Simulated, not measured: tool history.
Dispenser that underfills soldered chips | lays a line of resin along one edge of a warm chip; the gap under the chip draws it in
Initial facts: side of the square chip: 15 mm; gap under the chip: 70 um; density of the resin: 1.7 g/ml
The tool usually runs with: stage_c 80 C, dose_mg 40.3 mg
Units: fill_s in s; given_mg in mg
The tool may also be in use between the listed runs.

| run | hour | stage_c | dose_mg | fill_s | given_mg |
|---|---|---|---|---|---|
| 1 | 0.0 | 80 | 40.3 | 369.9 | 36.82 |
|  | 2.7 | dispensing valve cleaned and set on the balance |
|  | 11.1 | new syringe of resin |
| 2 | 11.5 | 80 | 40.3 | 322.3 | 40.33 |
| 3 | 20.5 | 80 | 43.1 | 390.6 | 42.46 |
|  | 27.1 | new syringe of resin |
| 4 | 33.4 | 80 | 43.1 | 370.0 | 42.14 |
|  | 43.3 | new syringe of resin |
| 5 | 43.3 | 80 | 43.1 | 303.0 | 42.04 |
| 6 | 58.7 | 80 | 43.1 | 456.6 | 41.67 |
|  | 60.2 | new syringe of resin |
| 7 | 69.0 | 80 | 43.1 | 391.3 | 41.23 |
|  | 76.6 | new syringe of resin |
| 8 | 83.0 | 80 | 43.1 | 389.5 | 41.09 |
|  | 92.5 | new syringe of resin |
| 9 | 95.9 | 80 | 40.3 | 350.6 | 37.91 |
| 10 | 103.9 | 80 | 40.1 | 421.8 | 37.55 |
|  | 108.6 | new syringe of resin |
| 11 | 120.6 | 80 | 35.0 | 451.0 | 32.15 |
|  | 124.9 | new syringe of resin |
|  | 130.5 | dispensing valve cleaned and set on the balance |
| 12 | 133.3 | 80 | 35.0 | 396.8 | 34.96 |
|  | 142.0 | new syringe of resin |
| 13 | 150.3 | 88 | 49.2 | 306.4 | 48.77 |
|  | 157.9 | new syringe of resin |
| 14 | 160.2 | 88 | 50.2 | 258.5 | 49.20 |
| 15 | 167.7 | 94 | 37.7 | 267.1 | 36.51 |
|  | 174.4 | new syringe of resin |
| 16 | 178.5 | 94 | 37.7 | 238.8 | 36.12 |
| 17 | 185.7 | 77 | 49.1 | 459.2 | 47.00 |
|  | 191.4 | new syringe of resin |
| 18 | 201.0 | 87 | 38.4 | 328.1 | 36.58 |
|  | 207.4 | new syringe of resin |
| 19 | 210.3 | 87 | 34.4 | 297.1 | 32.26 |

Forecast each of these 5 alternatives for the next run:
| A | 217.4 | 89 | 46.4 | ? | ? |
| B | 217.4 | 91 | 50.2 | ? | ? |
| C | 217.4 | 81 | 39.2 | ? | ? |
| D | 217.4 | 78 | 46.4 | ? | ? |
| E | 217.4 | 74 | 40.6 | ? | ? |

| run | fill_s | given_mg |
|---|---|---|
| A | 312.7 | 43.43 |
| B | 294.9 | 46.86 |
| C | 407.6 | 36.92 |
| D | 437.0 | 43.62 |
| E | 526.5 | 37.95 |
The same runs, with their run-to-run variation unchanged, on a tool lacking any hidden condition would have given:
| run | fill_s | given_mg |
|---|---|---|
| A | 226.9 | 46.35 |
| B | 214.5 | 50.00 |
| C | 292.5 | 39.40 |
| D | 315.5 | 46.54 |
| E | 377.4 | 40.49 |
